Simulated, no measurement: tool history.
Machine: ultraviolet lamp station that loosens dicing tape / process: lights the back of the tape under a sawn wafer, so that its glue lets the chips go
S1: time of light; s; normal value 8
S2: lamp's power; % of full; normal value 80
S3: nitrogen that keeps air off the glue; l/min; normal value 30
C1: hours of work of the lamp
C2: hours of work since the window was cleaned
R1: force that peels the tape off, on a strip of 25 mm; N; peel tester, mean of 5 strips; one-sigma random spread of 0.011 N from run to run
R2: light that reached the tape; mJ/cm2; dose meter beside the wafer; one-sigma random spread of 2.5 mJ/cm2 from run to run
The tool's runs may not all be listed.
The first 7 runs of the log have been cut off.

run,hour,S1,S2,S3,C1,C2,R1,R2
8,90.5,8,80,30,453,400,0.829,219
9,101.6,8,80,30,459,407,0.848,218
10,110.3,8,80,30,464,412,0.819,218
# hour 122.2: window cleaned of glue's vapour
11,126.3,8,80,30,474,2,0.945,203
12,142.1,8,80,30,483,12,0.949,203
13,153.1,8,80,30,490,18,0.947,204
14,164.9,8,80,30,497,25,0.969,195
15,177.4,8,80,20,504,33,1.246,197
16,188.4,8,80,19,511,39,1.313,194
17,197.0,8,80,29,516,45,1.073,197
18,211.4,8,80,29,524,53,1.056,197
19,226.6,8,80,29,533,62,1.064,191
# hour 235.4: window cleaned of glue's vapour, once more
20,245.2,8,80,29,544,6,0.650,255
21,264.2,8,73,24,555,17,0.874,230
22,278.9,8,73,24,564,26,0.927,227
23,290.3,8,73,24,571,33,0.907,227
24,302.0,8,69,15,578,40,1.326,216
25,311.3,8,75,12,584,45,1.299,231
26,326.6,8,75,12,593,54,1.411,230
27,343.4,5,80,23,603,64,1.676,155
28,361.7,7,63,26,614,75,1.395,169
29,378.8,15,67,28,624,85,0.294,372

Forecast run 30:
30,394.3,15,67,28,633,95,?,?

R1: 0.310 N
R2: 374 mJ/cm2
Had the tool carried no hidden state, the very same run would have given R1 0.216 N, R2 462 mJ/cm2.
